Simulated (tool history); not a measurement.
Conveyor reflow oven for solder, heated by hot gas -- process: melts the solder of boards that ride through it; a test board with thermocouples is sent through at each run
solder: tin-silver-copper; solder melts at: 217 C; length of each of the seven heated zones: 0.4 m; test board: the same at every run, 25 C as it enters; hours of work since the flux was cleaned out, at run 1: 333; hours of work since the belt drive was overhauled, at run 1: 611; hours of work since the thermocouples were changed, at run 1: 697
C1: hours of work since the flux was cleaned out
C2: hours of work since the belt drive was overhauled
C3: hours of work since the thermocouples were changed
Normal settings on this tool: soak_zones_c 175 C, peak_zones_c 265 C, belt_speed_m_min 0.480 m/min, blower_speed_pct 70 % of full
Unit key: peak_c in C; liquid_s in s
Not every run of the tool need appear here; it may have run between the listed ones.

{"run": 1, "day": 0.0, "soak_zones_c": 175, "peak_zones_c": 265, "belt_speed_m_min": 0.48, "blower_speed_pct": 70, "C1": 333, "C2": 611, "C3": 697, "peak_c": 251.1, "liquid_s": 76.7}
{"run": 2, "day": 3.133, "soak_zones_c": 175, "peak_zones_c": 265, "belt_speed_m_min": 0.48, "blower_speed_pct": 70, "C1": 363, "C2": 641, "C3": 727, "peak_c": 250.8, "liquid_s": 75.7}
{"run": 3, "day": 6.088, "soak_zones_c": 175, "peak_zones_c": 265, "belt_speed_m_min": 0.48, "blower_speed_pct": 71, "C1": 392, "C2": 670, "C3": 755, "peak_c": 250.5, "liquid_s": 75.4}
{"run": 4, "day": 8.921, "soak_zones_c": 175, "peak_zones_c": 265, "belt_speed_m_min": 0.48, "blower_speed_pct": 57, "C1": 419, "C2": 697, "C3": 783, "peak_c": 248.0, "liquid_s": 70.7}
{"day": 9.383, "done": "flux residue cleaned out of gas plates and filters"}
{"run": 5, "day": 12.375, "soak_zones_c": 175, "peak_zones_c": 265, "belt_speed_m_min": 0.545, "blower_speed_pct": 57, "C1": 29, "C2": 729, "C3": 814, "peak_c": 245.7, "liquid_s": 60.3}
{"run": 6, "day": 14.512, "soak_zones_c": 175, "peak_zones_c": 265, "belt_speed_m_min": 0.545, "blower_speed_pct": 57, "C1": 49, "C2": 749, "C3": 835, "peak_c": 246.0, "liquid_s": 60.3}
{"run": 7, "day": 16.483, "soak_zones_c": 175, "peak_zones_c": 265, "belt_speed_m_min": 0.415, "blower_speed_pct": 70, "C1": 69, "C2": 768, "C3": 854, "peak_c": 255.3, "liquid_s": 95.0}
{"run": 8, "day": 19.562, "soak_zones_c": 175, "peak_zones_c": 260, "belt_speed_m_min": 0.48, "blower_speed_pct": 70, "C1": 98, "C2": 798, "C3": 883, "peak_c": 247.7, "liquid_s": 74.1}
{"run": 9, "day": 22.596, "soak_zones_c": 175, "peak_zones_c": 265, "belt_speed_m_min": 0.48, "blower_speed_pct": 60, "C1": 128, "C2": 827, "C3": 913, "peak_c": 250.2, "liquid_s": 74.0}
{"run": 10, "day": 25.688, "soak_zones_c": 175, "peak_zones_c": 265, "belt_speed_m_min": 0.48, "blower_speed_pct": 60, "C1": 157, "C2": 857, "C3": 943, "peak_c": 249.7, "liquid_s": 75.0}
{"run": 11, "day": 29.408, "soak_zones_c": 175, "peak_zones_c": 265, "belt_speed_m_min": 0.48, "blower_speed_pct": 60, "C1": 193, "C2": 893, "C3": 978, "peak_c": 249.0, "liquid_s": 74.8}
{"run": 12, "day": 31.996, "soak_zones_c": 175, "peak_zones_c": 265, "belt_speed_m_min": 0.48, "blower_speed_pct": 70, "C1": 218, "C2": 918, "C3": 1003, "peak_c": 251.5, "liquid_s": 77.0}
{"run": 13, "day": 34.542, "soak_zones_c": 175, "peak_zones_c": 265, "belt_speed_m_min": 0.48, "blower_speed_pct": 70, "C1": 243, "C2": 943, "C3": 1028, "peak_c": 250.9, "liquid_s": 76.8}
{"run": 14, "day": 37.333, "soak_zones_c": 175, "peak_zones_c": 265, "belt_speed_m_min": 0.48, "blower_speed_pct": 70, "C1": 270, "C2": 969, "C3": 1055, "peak_c": 251.3, "liquid_s": 76.1}
{"run": 15, "day": 38.971, "soak_zones_c": 175, "peak_zones_c": 265, "belt_speed_m_min": 0.48, "blower_speed_pct": 70, "C1": 286, "C2": 985, "C3": 1071, "peak_c": 251.0, "liquid_s": 76.7}
{"run": 16, "day": 41.383, "soak_zones_c": 164, "peak_zones_c": 265, "belt_speed_m_min": 0.474, "blower_speed_pct": 70, "C1": 309, "C2": 1009, "C3": 1094, "peak_c": 249.4, "liquid_s": 70.2}
{"run": 17, "day": 43.196, "soak_zones_c": 175, "peak_zones_c": 265, "belt_speed_m_min": 0.48, "blower_speed_pct": 65, "C1": 326, "C2": 1026, "C3": 1112, "peak_c": 249.7, "liquid_s": 73.7}
{"run": 18, "day": 45.029, "soak_zones_c": 175, "peak_zones_c": 265, "belt_speed_m_min": 0.48, "blower_speed_pct": 65, "C1": 344, "C2": 1044, "C3": 1129, "peak_c": 249.7, "liquid_s": 73.8}
{"run": 19, "day": 47.125, "soak_zones_c": 165, "peak_zones_c": 269, "belt_speed_m_min": 0.48, "blower_speed_pct": 66, "C1": 364, "C2": 1064, "C3": 1149, "peak_c": 251.4, "liquid_s": 71.8}
{"run": 20, "day": 49.55, "soak_zones_c": 175, "peak_zones_c": 265, "belt_speed_m_min": 0.457, "blower_speed_pct": 68, "C1": 388, "C2": 1087, "C3": 1173, "peak_c": 250.8, "liquid_s": 80.9}
{"run": 21, "day": 52.104, "soak_zones_c": 175, "peak_zones_c": 265, "belt_speed_m_min": 0.457, "blower_speed_pct": 68, "C1": 412, "C2": 1112, "C3": 1198, "peak_c": 250.1, "liquid_s": 80.2}
{"day": 53.104, "done": "flux residue cleaned out of gas plates and filters"}
{"run": 22, "day": 55.262, "soak_zones_c": 175, "peak_zones_c": 265, "belt_speed_m_min": 0.457, "blower_speed_pct": 68, "C1": 21, "C2": 1141, "C3": 1226, "peak_c": 253.1, "liquid_s": 83.4}
{"run": 23, "day": 58.108, "soak_zones_c": 175, "peak_zones_c": 265, "belt_speed_m_min": 0.457, "blower_speed_pct": 68, "C1": 48, "C2": 1168, "C3": 1253, "peak_c": 253.4, "liquid_s": 84.2}
{"run": 24, "day": 60.183, "soak_zones_c": 175, "peak_zones_c": 265, "belt_speed_m_min": 0.457, "blower_speed_pct": 68, "C1": 68, "C2": 1188, "C3": 1273, "peak_c": 252.5, "liquid_s": 83.7}
{"run": 25, "day": 63.05, "soak_zones_c": 171, "peak_zones_c": 265, "belt_speed_m_min": 0.457, "blower_speed_pct": 68, "C1": 96, "C2": 1216, "C3": 1301, "peak_c": 252.6, "liquid_s": 80.7}

Estimate the outcome of run 26 from the log above:
{"day": 63.433, "done": "thermocouples of zones 6 and 7 changed"}
{"run": 26, "day": 66.392, "soak_zones_c": 171, "peak_zones_c": 265, "belt_speed_m_min": 0.457, "blower_speed_pct": 68, "C1": 127, "C2": 1247, "C3": 29, "peak_c": "?", "liquid_s": "?"}

Run 26 produced peak_c 254.6 C, liquid_s 82.9 s.
With no hidden state in the tool, this same run would have given peak_c 254.9 C, liquid_s 82.1 s.

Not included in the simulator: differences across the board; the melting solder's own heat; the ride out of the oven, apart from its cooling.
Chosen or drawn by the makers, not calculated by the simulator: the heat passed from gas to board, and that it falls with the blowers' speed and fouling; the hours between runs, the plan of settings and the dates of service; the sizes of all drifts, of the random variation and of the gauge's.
